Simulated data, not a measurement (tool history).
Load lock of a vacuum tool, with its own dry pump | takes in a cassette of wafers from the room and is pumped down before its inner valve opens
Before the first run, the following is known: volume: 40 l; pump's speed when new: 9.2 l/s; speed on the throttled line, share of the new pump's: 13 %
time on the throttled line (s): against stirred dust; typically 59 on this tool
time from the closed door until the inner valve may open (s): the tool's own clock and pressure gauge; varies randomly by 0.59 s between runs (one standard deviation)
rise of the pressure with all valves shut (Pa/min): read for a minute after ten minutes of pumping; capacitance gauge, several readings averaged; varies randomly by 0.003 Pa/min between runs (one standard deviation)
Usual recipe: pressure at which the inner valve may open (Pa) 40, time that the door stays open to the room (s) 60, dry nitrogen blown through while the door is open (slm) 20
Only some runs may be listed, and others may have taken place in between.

run	hour	time on the throttled line (s)	pressure at which the inner valve may open (Pa)	time that the door stays open to the room (s)	dry nitrogen blown through while the door is open (slm)	incoming humidity of the room's air, %	time from the closed door until the inner valve may open (s)	rise of the pressure with all valves shut (Pa/min)
1	0	59	40	60	20	42.8	85.6	0.167
2	58.8	59	40	60	20	45.8	85	0.174
3	102.2	59	40	79	20	38.6	86	0.175
4	191.2	59	40	79	20	45.7	85	0.184
5	266	59	40	60	20	42.7	85.4	0.181
6	303.9	36	40	60	20	48.3	66	0.194
7	354.2	36	40	60	20	45	66.5	0.189
8	396.5	36	40	117	20	44.5	66.8	0.209
9	460.6	36	40	117	20	42.5	66.4	0.212
10	532.1	36	40	117	6	42.4	66.3	0.229
11	586.3	37	40	60	20	43	67.3	0.208
12	670.8	37	52	60	20	45.4	65.9	0.207
13	749.1	52	61	147	26	45.5	79.1	0.235

Some steps in time from the closed door until the inner valve may open (s) between neighbouring runs. How much of each would the tool show without its hidden state too (settings, what came in, random variation), and how much is left for the hidden state, with any gauge scatter that isn't in both results?
Hidden conditions of the tool in this case: pump's speed, % of a new pump's; leak at the door's seal, Pa l/s; drift of the gauge itself on ready_s, %; drift of the gauge itself on rise_pa_min, %.
Run 3 -> 4: nothing adjusted, nothing logged. time from the closed door until the inner valve may open (s) -1: hidden state +0.1, all else -1.1.
Run 5 -> 6: time on the throttled line (s) 59 -> 36. time from the closed door until the inner valve may open (s) -19.4: hidden state +0.1, all else -19.5.

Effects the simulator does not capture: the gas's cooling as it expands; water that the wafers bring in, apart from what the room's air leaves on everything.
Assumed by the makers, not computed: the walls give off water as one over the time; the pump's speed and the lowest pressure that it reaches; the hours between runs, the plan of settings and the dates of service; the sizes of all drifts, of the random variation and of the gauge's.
